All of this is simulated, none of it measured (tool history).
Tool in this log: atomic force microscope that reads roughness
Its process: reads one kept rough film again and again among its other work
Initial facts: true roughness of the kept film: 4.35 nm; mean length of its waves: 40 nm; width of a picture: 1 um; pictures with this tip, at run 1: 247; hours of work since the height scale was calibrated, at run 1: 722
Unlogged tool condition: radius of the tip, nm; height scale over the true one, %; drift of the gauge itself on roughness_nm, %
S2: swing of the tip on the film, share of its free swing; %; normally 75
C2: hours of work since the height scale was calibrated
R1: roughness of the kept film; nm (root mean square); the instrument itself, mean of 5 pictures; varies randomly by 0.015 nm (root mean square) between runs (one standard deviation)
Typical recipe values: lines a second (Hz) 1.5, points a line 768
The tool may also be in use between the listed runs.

Run 1, hour 0: usual settings; pictures with this tip 247; C2 722. Result: R1 3.373 nm (root mean square).
Run 2, hour 35.4: usual settings but S2 64 %; pictures with this tip 297; C2 737. Result: R1 3.428 nm (root mean square).
Run 3, hour 78.7: usual settings but S2 89 %; pictures with this tip 359; C2 756. Result: R1 2.971 nm (root mean square).
At hour 94.2: new tip fitted.
Run 4, hour 111.2: usual settings but S2 89 %; pictures with this tip 24; C2 769. Result: R1 3.417 nm (root mean square).
Run 5, hour 145.2: usual settings but points a line 452; pictures with this tip 73; C2 784. Result: R1 3.635 nm (root mean square).
Run 6, hour 187.2: usual settings but S2 61 %; pictures with this tip 133; C2 801. Result: R1 3.719 nm (root mean square).
Run 7, hour 222.4: usual settings but S2 61 %; pictures with this tip 183; C2 816. Result: R1 3.64 nm (root mean square).
Run 8, hour 251.5: usual settings but S2 61 %; pictures with this tip 224; C2 829. Result: R1 3.607 nm (root mean square).
Run 9, hour 273.5: usual settings but S2 88 %; pictures with this tip 256; C2 838. Result: R1 3.137 nm (root mean square).
Run 10, hour 310.5: usual settings but lines a second (Hz) 3.51; pictures with this tip 308; C2 853. Result: R1 2.996 nm (root mean square).
Run 11, hour 333.2: usual settings but lines a second (Hz) 3.51; pictures with this tip 341; C2 863. Result: R1 2.983 nm (root mean square).
At hour 362.7: new tip fitted.
Run 12, hour 371.5: usual settings but lines a second (Hz) 2.34, S2 81 %, points a line 476; pictures with this tip 13; C2 879. Result: R1 3.388 nm (root mean square).
Run 13, hour 406.8: usual settings but lines a second (Hz) 2.34, S2 82 %, points a line 476; pictures with this tip 63; C2 894. Result: R1 3.291 nm (root mean square).
Run 14, hour 451.3: usual settings but lines a second (Hz) 1.08, points a line 491; pictures with this tip 126; C2 913. Result: R1 3.659 nm (root mean square).
Run 15, hour 485.3: usual settings but lines a second (Hz) 1.08, S2 65 %, points a line 297; pictures with this tip 175; C2 927. Result: R1 3.661 nm (root mean square).
Run 16, hour 522.8: usual settings but lines a second (Hz) 2.07, S2 61 %, points a line 297; pictures with this tip 228; C2 943. Result: R1 3.549 nm (root mean square).
Run 17, hour 550.5: usual settings but lines a second (Hz) 0.96, S2 87 %; pictures with this tip 268; C2 955. Result: R1 3.367 nm (root mean square).
Run 18, hour 579.4: usual settings but lines a second (Hz) 0.96, S2 87 %; pictures with this tip 309; C2 967. Result: R1 3.316 nm (root mean square).
Run 19, hour 615.4: usual settings but lines a second (Hz) 0.96, S2 87 %; pictures with this tip 360; C2 982. Result: R1 3.219 nm (root mean square).
At hour 631.6: new tip fitted.
Run 20, hour 641.3: usual settings but S2 58 %; pictures with this tip 13; C2 993. Result: R1 3.932 nm (root mean square).

For some of the steps in R1 from one run to the next: how much would appear even if the tool had no hidden state, given the settings, what came in and random variation, and how much remains for the hidden state plus any gauge scatter that the measured result and the result without hidden state don't share?
Run 3 -> 4: new tip fitted. R1 +0.446 nm (root mean square): hidden state +0.428, all else +0.018.
Run 8 -> 9: S2 61 -> 88. R1 -0.47 nm (root mean square): hidden state +0.005, all else -0.475.
Run 19 -> 20: lines a second (Hz) 0.96 -> 1.5, S2 87 -> 58, new tip fitted. R1 +0.713 nm (root mean square): hidden state +0.401, all else +0.312.
